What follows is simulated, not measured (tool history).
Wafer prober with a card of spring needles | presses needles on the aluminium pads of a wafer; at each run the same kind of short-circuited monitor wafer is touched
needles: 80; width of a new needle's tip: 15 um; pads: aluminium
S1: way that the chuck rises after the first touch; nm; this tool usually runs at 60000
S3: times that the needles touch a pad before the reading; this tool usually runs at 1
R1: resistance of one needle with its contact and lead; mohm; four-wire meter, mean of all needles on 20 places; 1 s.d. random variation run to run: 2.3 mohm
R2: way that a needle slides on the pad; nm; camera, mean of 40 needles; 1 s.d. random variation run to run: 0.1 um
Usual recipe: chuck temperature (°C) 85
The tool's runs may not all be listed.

{"run": 1, "hour": 0.0, "S1": 60000, "chuck temperature (°C)": 85, "S3": 1, "R1": 262, "R2": 15130}
{"hour": 4.9, "done": "tips cleaned on abrasive film"}
{"run": 2, "hour": 8.1, "S1": 60000, "chuck temperature (°C)": 85, "S3": 1, "R1": 281, "R2": 15120}
{"hour": 9.6, "done": "tips cleaned on abrasive film"}
{"hour": 13.8, "done": "tips cleaned on abrasive film"}
{"run": 3, "hour": 15.4, "S1": 60000, "chuck temperature (°C)": 85, "S3": 1, "R1": 275, "R2": 15260}
{"hour": 18.2, "done": "tips cleaned on abrasive film"}
{"hour": 22.8, "done": "tips cleaned on abrasive film"}
{"run": 4, "hour": 24.9, "S1": 60000, "chuck temperature (°C)": 85, "S3": 1, "R1": 277, "R2": 15130}
{"hour": 26.9, "done": "tips cleaned on abrasive film"}
{"run": 5, "hour": 30.4, "S1": 60000, "chuck temperature (°C)": 85, "S3": 1, "R1": 286, "R2": 15070}
{"hour": 31.4, "done": "tips cleaned on abrasive film"}
{"hour": 36.1, "done": "tips cleaned on abrasive film"}
{"hour": 40.4, "done": "tips cleaned on abrasive film"}
{"run": 6, "hour": 40.7, "S1": 60000, "chuck temperature (°C)": 85, "S3": 1, "R1": 268, "R2": 14960}
{"hour": 45.2, "done": "tips cleaned on abrasive film"}
{"run": 7, "hour": 48.1, "S1": 60000, "chuck temperature (°C)": 85, "S3": 1, "R1": 282, "R2": 15110}
{"hour": 49.7, "done": "tips cleaned on abrasive film"}
{"hour": 53.9, "done": "tips cleaned on abrasive film"}
{"run": 8, "hour": 55.2, "S1": 60000, "chuck temperature (°C)": 85, "S3": 1, "R1": 273, "R2": 15110}
{"hour": 58.4, "done": "tips cleaned on abrasive film"}
{"hour": 62.7, "done": "tips cleaned on abrasive film"}
{"run": 9, "hour": 63.0, "S1": 60000, "chuck temperature (°C)": 97, "S3": 1, "R1": 267, "R2": 14990}
{"hour": 67.0, "done": "tips cleaned on abrasive film"}
{"run": 10, "hour": 69.4, "S1": 68000, "chuck temperature (°C)": 85, "S3": 1, "R1": 281, "R2": 17290}
{"hour": 71.3, "done": "tips cleaned on abrasive film"}
{"run": 11, "hour": 74.2, "S1": 68000, "chuck temperature (°C)": 85, "S3": 1, "R1": 278, "R2": 17080}
{"hour": 75.6, "done": "tips cleaned on abrasive film"}
{"hour": 79.9, "done": "tips cleaned on abrasive film"}
{"hour": 84.0, "done": "tips cleaned on abrasive film"}
{"run": 12, "hour": 84.5, "S1": 68000, "chuck temperature (°C)": 85, "S3": 1, "R1": 265, "R2": 17040}
{"hour": 88.8, "done": "tips cleaned on abrasive film"}
{"hour": 93.0, "done": "tips cleaned on abrasive film"}
{"run": 13, "hour": 94.0, "S1": 41000, "chuck temperature (°C)": 30, "S3": 2, "R1": 259, "R2": 10050}
{"hour": 97.5, "done": "tips cleaned on abrasive film"}
{"hour": 101.8, "done": "tips cleaned on abrasive film"}
{"run": 14, "hour": 103.5, "S1": 41000, "chuck temperature (°C)": 30, "S3": 2, "R1": 274, "R2": 9830}
{"hour": 105.9, "done": "tips cleaned on abrasive film"}
{"hour": 110.5, "done": "tips cleaned on abrasive film"}
{"run": 15, "hour": 111.6, "S1": 48000, "chuck temperature (°C)": 68, "S3": 1, "R1": 270, "R2": 11820}
{"hour": 114.9, "done": "tips cleaned on abrasive film"}
{"run": 16, "hour": 117.3, "S1": 49000, "chuck temperature (°C)": 55, "S3": 1, "R1": 283, "R2": 12080}
{"hour": 119.0, "done": "tips cleaned on abrasive film"}
{"hour": 123.5, "done": "tips cleaned on abrasive film"}
{"run": 17, "hour": 123.5, "S1": 65000, "chuck temperature (°C)": 44, "S3": 1, "R1": 255, "R2": 16080}
{"hour": 127.5, "done": "tips cleaned on abrasive film"}
{"hour": 131.6, "done": "tips cleaned on abrasive film"}
{"hour": 131.9, "done": "height of the first contact set anew"}
{"run": 18, "hour": 134.4, "S1": 65000, "chuck temperature (°C)": 44, "S3": 1, "R1": 266, "R2": 16810}
{"hour": 136.2, "done": "tips cleaned on abrasive film"}
{"hour": 140.7, "done": "tips cleaned on abrasive film"}
{"run": 19, "hour": 141.6, "S1": 72000, "chuck temperature (°C)": 30, "S3": 3, "R1": 247, "R2": 18570}
{"hour": 144.8, "done": "tips cleaned on abrasive film"}
{"hour": 149.0, "done": "tips cleaned on abrasive film"}
{"run": 20, "hour": 150.2, "S1": 42000, "chuck temperature (°C)": 30, "S3": 3, "R1": 259, "R2": 10790}
{"hour": 153.5, "done": "tips cleaned on abrasive film"}
{"hour": 158.0, "done": "tips cleaned on abrasive film"}
{"run": 21, "hour": 160.1, "S1": 42000, "chuck temperature (°C)": 30, "S3": 3, "R1": 264, "R2": 10840}

Alternative continuations, all from the tool just after run 21; predict every row:
{"hour": 162.1, "done": "tips cleaned on abrasive film"}
{"hour": 166.8, "done": "tips cleaned on abrasive film"}
{"run": "A", "hour": 167.4, "S1": 62000, "chuck temperature (°C)": 86, "S3": 1, "R1": "?", "R2": "?"}
{"hour": 162.1, "done": "tips cleaned on abrasive film"}
{"hour": 166.8, "done": "tips cleaned on abrasive film"}
{"run": "B", "hour": 167.4, "S1": 60000, "chuck temperature (°C)": 55, "S3": 2, "R1": "?", "R2": "?"}
{"hour": 162.1, "done": "tips cleaned on abrasive film"}
{"hour": 166.8, "done": "tips cleaned on abrasive film"}
{"run": "C", "hour": 167.4, "S1": 53000, "chuck temperature (°C)": 69, "S3": 2, "R1": "?", "R2": "?"}
{"hour": 162.1, "done": "tips cleaned on abrasive film"}
{"hour": 166.8, "done": "tips cleaned on abrasive film"}
{"run": "D", "hour": 167.4, "S1": 52000, "chuck temperature (°C)": 30, "S3": 1, "R1": "?", "R2": "?"}
{"hour": 162.1, "done": "tips cleaned on abrasive film"}
{"hour": 166.8, "done": "tips cleaned on abrasive film"}
{"run": "E", "hour": 167.4, "S1": 69000, "chuck temperature (°C)": 56, "S3": 1, "R1": "?", "R2": "?"}

run=A R1=266 R2=16210
run=B R1=256 R2=15340
run=C R1=261 R2=13490
run=D R1=256 R2=13560
run=E R1=254 R2=17730
Stripped of hidden state, with their random variation kept, the same runs would have yielded:
run=A R1=258 R2=16330
run=B R1=251 R2=15460
run=C R1=255 R2=13610
run=D R1=245 R2=13680
run=E R1=248 R2=17850
